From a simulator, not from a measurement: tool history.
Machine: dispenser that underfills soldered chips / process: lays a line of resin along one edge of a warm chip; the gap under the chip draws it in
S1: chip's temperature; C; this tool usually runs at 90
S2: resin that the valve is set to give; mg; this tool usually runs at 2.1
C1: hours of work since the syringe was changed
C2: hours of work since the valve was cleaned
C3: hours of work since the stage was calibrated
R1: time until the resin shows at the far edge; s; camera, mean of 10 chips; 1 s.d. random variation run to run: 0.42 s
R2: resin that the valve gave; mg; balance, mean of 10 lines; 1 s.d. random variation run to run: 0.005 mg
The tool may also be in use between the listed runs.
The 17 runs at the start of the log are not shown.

run	day	S1	S2	C1	C2	C3	R1	R2
18	3.5	88	2.1	8	6	240	50.9	2.082
# day 3.596: new syringe of resin
19	3.712	94	1.85	2	10	243	33	1.831
20	3.896	94	1.85	5	13	246	38.5	1.82
# day 4.158: new syringe of resin
21	4.188	82	2.43	0	18	251	43.8	2.389
22	4.312	84	1.91	3	20	254	48.1	1.878
23	4.592	87	1.94	8	25	259	54.6	1.91
# day 4.725: new syringe of resin
24	4.792	83	2.18	1	29	262	45	2.125
25	4.946	83	2.18	4	31	265	51.7	2.123
26	5.083	85	1.99	6	34	267	53.9	1.94
27	5.233	77	2.23	9	36	270	79.7	2.179
# day 5.283: new syringe of resin
28	5.488	77	2.23	4	41	274	62.5	2.155
29	5.646	77	2.23	6	44	277	73.3	2.144
# day 5.854: new syringe of resin
# day 5.954: dispensing valve cleaned and set on the balance
30	5.954	96	1.81	1	0	281	28.8	1.819
31	6.183	96	2.1	5	4	285	32.5	2.1
32	6.35	95	2.25	8	7	288	38.7	2.242
# day 6.462: new syringe of resin
33	6.554	87	2.1	2	10	292	39.1	2.086
34	6.721	87	2.1	5	13	295	44.5	2.083
35	6.917	81	1.84	8	17	298	69.1	1.817
# day 7.017: new syringe of resin
36	7.2	81	1.84	3	22	303	55.2	1.813

Each row is a separate what-if for the run after 36, all from the same tool condition, not one after another. Results?
A	7.329	92	2.28	5	24	305	?	?
B	7.329	80	1.85	5	24	305	?	?
C	7.329	90	2.49	5	24	305	?	?

run	R1	R2
A	39.6	2.241
B	63.4	1.828
C	41.9	2.452
What these runs would have given with no unlogged condition in the tool:
run	R1	R2
A	27.9	2.276
B	43.9	1.858
C	29.4	2.492
